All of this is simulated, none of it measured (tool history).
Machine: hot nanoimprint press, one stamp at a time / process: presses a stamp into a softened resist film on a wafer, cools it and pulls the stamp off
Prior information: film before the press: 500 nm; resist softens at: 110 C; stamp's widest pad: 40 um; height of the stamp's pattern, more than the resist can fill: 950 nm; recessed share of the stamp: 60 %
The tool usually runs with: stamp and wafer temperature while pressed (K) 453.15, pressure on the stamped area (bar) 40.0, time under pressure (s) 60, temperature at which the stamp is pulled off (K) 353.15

| run | day | stamp and wafer temperature while pressed (K) | pressure on the stamped area (bar) | time under pressure (s) | temperature at which the stamp is pulled off (K) | resist left under the stamp's widest pad (angstrom) | greatest force while the stamp is pulled off (N) |
|---|---|---|---|---|---|---|---|
| 1 | 0.000 | 453.15 | 40.0 | 60 | 353.15 | 1831 | 101 |
| 2 | 1.521 | 453.15 | 40.0 | 60 | 353.15 | 1823 | 104 |
| 3 | 2.712 | 453.15 | 40.0 | 60 | 353.15 | 1876 | 106 |
|  | 3.954 | stamp cleaned and given a new release coat |
| 4 | 4.029 | 453.15 | 40.0 | 60 | 353.15 | 1856 | 97 |
| 5 | 5.042 | 453.15 | 40.0 | 60 | 353.15 | 1854 | 100 |
| 6 | 6.133 | 453.15 | 40.0 | 60 | 353.15 | 1830 | 99 |
| 7 | 6.979 | 453.15 | 40.0 | 60 | 353.15 | 1860 | 102 |
| 8 | 7.954 | 453.15 | 40.0 | 60 | 353.15 | 1888 | 101 |
|  | 9.258 | plate thermocouple calibrated |
| 9 | 9.917 | 453.15 | 40.0 | 60 | 353.15 | 1868 | 102 |
| 10 | 11.504 | 453.15 | 40.0 | 60 | 353.15 | 1884 | 104 |
|  | 12.654 | plate thermocouple calibrated, once more |
| 11 | 12.654 | 454.15 | 40.0 | 60 | 353.15 | 1715 | 103 |
| 12 | 14.479 | 453.15 | 40.0 | 60 | 353.15 | 1830 | 105 |
|  | 14.954 | stamp cleaned and given a new release coat |
| 13 | 16.200 | 453.15 | 40.0 | 60 | 353.15 | 1838 | 96 |
| 14 | 17.354 | 453.15 | 40.0 | 60 | 353.15 | 1820 | 97 |
| 15 | 18.617 | 453.15 | 40.0 | 60 | 361.15 | 1837 | 76 |
| 16 | 19.904 | 453.15 | 44.4 | 92 | 353.15 | 1479 | 102 |
| 17 | 21.829 | 452.15 | 36.6 | 92 | 353.15 | 1717 | 101 |
| 18 | 23.246 | 454.15 | 58.5 | 40 | 353.15 | 1686 | 104 |
| 19 | 25.096 | 454.15 | 58.5 | 40 | 353.15 | 1671 | 105 |
|  | 25.717 | stamp cleaned and given a new release coat |
| 20 | 27.325 | 454.15 | 58.5 | 40 | 353.15 | 1684 | 98 |
| 21 | 28.738 | 453.15 | 40.0 | 60 | 359.15 | 1857 | 81 |
| 22 | 29.642 | 449.15 | 40.0 | 60 | 359.15 | 2344 | 83 |
| 23 | 30.738 | 452.15 | 40.0 | 60 | 352.15 | 1956 | 104 |
| 24 | 32.262 | 464.15 | 38.5 | 60 | 353.15 | 1073 | 102 |
| 25 | 33.854 | 447.15 | 40.0 | 60 | 353.15 | 2570 | 103 |
| 26 | 34.667 | 456.15 | 30.4 | 92 | 349.15 | 1572 | 118 |
| 27 | 35.504 | 456.15 | 30.4 | 92 | 349.15 | 1561 | 120 |
|  | 36.592 | stamp cleaned and given a new release coat |
| 28 | 36.629 | 453.15 | 40.0 | 60 | 346.15 | 1880 | 116 |
| 29 | 38.492 | 443.15 | 40.0 | 60 | 346.15 | 3187 | 119 |

Branching from run 29: 4 alternative next runs. What would each branch give?
| A | 40.262 | 453.15 | 50.7 | 60 | 353.15 | ? | ? |
| B | 40.262 | 443.15 | 49.3 | 107 | 349.15 | ? | ? |
| C | 40.262 | 455.15 | 40.0 | 60 | 348.15 | ? | ? |
| D | 40.262 | 460.15 | 25.4 | 60 | 346.15 | ? | ? |

| run | resist left under the stamp's widest pad (angstrom) | greatest force while the stamp is pulled off (N) |
|---|---|---|
| A | 1682 | 101 |
| B | 2481 | 112 |
| C | 1686 | 114 |
| D | 1677 | 120 |
With the hidden condition removed and each run's random variation left untouched, the same runs would have given:
| run | resist left under the stamp's widest pad (angstrom) | greatest force while the stamp is pulled off (N) |
|---|---|---|
| A | 1598 | 96 |
| B | 2360 | 107 |
| C | 1611 | 109 |
| D | 1616 | 115 |
